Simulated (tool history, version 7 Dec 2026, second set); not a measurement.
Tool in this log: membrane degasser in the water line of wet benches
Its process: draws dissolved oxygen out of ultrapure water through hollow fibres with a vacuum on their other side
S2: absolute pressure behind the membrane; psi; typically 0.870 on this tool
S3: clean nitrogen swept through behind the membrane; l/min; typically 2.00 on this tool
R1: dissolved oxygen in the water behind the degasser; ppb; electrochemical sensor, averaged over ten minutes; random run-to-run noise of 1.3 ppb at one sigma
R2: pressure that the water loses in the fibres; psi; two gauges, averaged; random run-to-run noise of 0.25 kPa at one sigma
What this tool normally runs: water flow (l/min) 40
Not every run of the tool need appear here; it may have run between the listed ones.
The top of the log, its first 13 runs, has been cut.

run 14 hour=1623.4 | water_flow_(l/min)=40 S2=0.870 S3=2.25 | R1=119.0 R2=9.797
run 15 hour=1801.8 | water_flow_(l/min)=40 S2=0.824 S3=2.25 | R1=104.6 R2=9.874
run 16 hour=1919.2 | water_flow_(l/min)=40 S2=0.824 S3=2.25 | R1=106.5 R2=9.873
run 17 hour=2042.1 | water_flow_(l/min)=40 S2=0.870 S3=2.00 | R1=131.7 R2=9.861
run 18 hour=2121.9 | water_flow_(l/min)=37 S2=0.870 S3=2.00 | R1=122.5 R2=9.156
run 19 hour=2228.4 | water_flow_(l/min)=36 S2=0.870 S3=1.84 | R1=129.8 R2=8.875
run 20 hour=2404.4 | water_flow_(l/min)=35 S2=1.659 S3=0.84 | R1=655.7 R2=8.673
run 21 hour=2523.5 | water_flow_(l/min)=27 S2=0.870 S3=2.00 | R1=92.9 R2=6.718
run 22 hour=2708.3 | water_flow_(l/min)=40 S2=0.915 S3=5.62 | R1=59.9 R2=9.892
run 23 hour=2886.9 | water_flow_(l/min)=27 S2=0.915 S3=0.88 | R1=206.2 R2=6.704
run 24 hour=3019.5 | water_flow_(l/min)=27 S2=0.915 S3=0.88 | R1=210.0 R2=6.743
run 25 hour=3203.1 | water_flow_(l/min)=27 S2=0.915 S3=0.88 | R1=207.7 R2=6.673
run 26 hour=3300.8 | water_flow_(l/min)=27 S2=0.915 S3=0.88 | R1=211.6 R2=6.730
run 27 hour=3437.5 | water_flow_(l/min)=40 S2=0.574 S3=0.88 | R1=87.2 R2=9.939
run 28 hour=3570.8 | water_flow_(l/min)=59 S2=1.764 S3=2.00 | R1=553.9 R2=14.717
run 29 hour=3703.1 | water_flow_(l/min)=59 S2=0.528 S3=4.42 | R1=34.7 R2=14.789
run 30 hour=3810.1 | water_flow_(l/min)=63 S2=1.797 S3=4.42 | R1=314.2 R2=15.695
run 31 hour=3983.9 | water_flow_(l/min)=63 S2=1.797 S3=4.42 | R1=312.7 R2=15.753
run 32 hour=4135.5 | water_flow_(l/min)=32 S2=0.760 S3=1.83 | R1=89.3 R2=8.003
run 33 hour=4299.7 | water_flow_(l/min)=38 S2=1.962 S3=1.34 | R1=607.3 R2=9.477

Predict each of these 3 candidate next runs independently; none follows another, all start after run 33:
run A hour=4446.0 | water_flow_(l/min)=61 S2=0.892 S3=1.34 | R1=? R2=?
run B hour=4446.0 | water_flow_(l/min)=51 S2=0.870 S3=2.00 | R1=? R2=?
run C hour=4446.0 | water_flow_(l/min)=29 S2=1.961 S3=2.47 | R1=? R2=?

run=A R1=292.4 R2=15.325
run=B R1=175.2 R2=12.789
run=C R1=287.8 R2=7.319
With the hidden condition removed and each run's random variation left untouched, the same runs would have given:
run=A R1=270.4 R2=14.758
run=B R1=161.0 R2=12.317
run=C R1=280.9 R2=7.049

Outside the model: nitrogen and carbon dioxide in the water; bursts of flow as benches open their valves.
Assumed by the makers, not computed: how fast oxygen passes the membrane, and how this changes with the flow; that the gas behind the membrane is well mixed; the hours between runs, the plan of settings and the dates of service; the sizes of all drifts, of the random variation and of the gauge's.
